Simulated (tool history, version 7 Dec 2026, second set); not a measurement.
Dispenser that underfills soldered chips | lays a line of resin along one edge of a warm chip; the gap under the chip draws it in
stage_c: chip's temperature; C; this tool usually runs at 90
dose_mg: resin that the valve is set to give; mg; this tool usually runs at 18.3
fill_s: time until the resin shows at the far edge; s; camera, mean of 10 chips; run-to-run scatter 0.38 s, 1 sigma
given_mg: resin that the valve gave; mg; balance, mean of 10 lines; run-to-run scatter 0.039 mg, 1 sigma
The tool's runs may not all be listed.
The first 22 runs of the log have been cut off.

| run | hour | stage_c | dose_mg | fill_s | given_mg |
|---|---|---|---|---|---|
|  | 183.2 | new syringe of resin |
| 23 | 191 | 86 | 15.8 | 43.3 | 15.24 |
|  | 197.7 | new syringe of resin |
| 24 | 199.6 | 86 | 15.8 | 35.4 | 15.27 |
| 25 | 205.8 | 82 | 18.6 | 51.8 | 17.84 |
| 26 | 211.3 | 82 | 18.6 | 63.3 | 17.81 |
|  | 212.4 | new syringe of resin |
|  | 221.4 | dispensing valve cleaned and set on the balance |
| 27 | 223 | 97 | 15.7 | 28.2 | 15.67 |
|  | 228 | new syringe of resin |
| 28 | 233.4 | 76 | 17 | 66.4 | 16.91 |
|  | 242.1 | new syringe of resin |
| 29 | 244.8 | 93 | 18.3 | 25.9 | 18.11 |
| 30 | 253.3 | 78 | 20.1 | 71 | 19.72 |
|  | 256.1 | new syringe of resin |
| 31 | 263.1 | 100 | 22.7 | 21.2 | 22.27 |
|  | 270.2 | new syringe of resin |
| 32 | 271.4 | 96 | 15.6 | 22.5 | 15.28 |
| 33 | 280.9 | 103 | 15.8 | 22.5 | 15.38 |
|  | 284.4 | new syringe of resin |
| 34 | 288.5 | 100 | 18.4 | 19.4 | 17.84 |
| 35 | 295.3 | 100 | 18.4 | 24.3 | 17.69 |

Forecast each of these 4 alternatives for the next run:
|  | 299.2 | new syringe of resin |
| A | 302.4 | 87 | 20.5 | ? | ? |
|  | 299.2 | new syringe of resin |
| B | 302.4 | 97 | 18.4 | ? | ? |
|  | 299.2 | new syringe of resin |
| C | 302.4 | 78 | 19.1 | ? | ? |
|  | 299.2 | new syringe of resin |
| D | 302.4 | 82 | 18.4 | ? | ? |

| run | fill_s | given_mg |
|---|---|---|
| A | 34 | 19.72 |
| B | 22.1 | 17.65 |
| C | 55 | 18.25 |
| D | 45.5 | 17.59 |
With the hidden condition removed and each run's random variation left untouched, the same runs would have given:
| run | fill_s | given_mg |
|---|---|---|
| A | 25.3 | 20.55 |
| B | 16.6 | 18.39 |
| C | 40.5 | 19.02 |
| D | 33.7 | 18.33 |
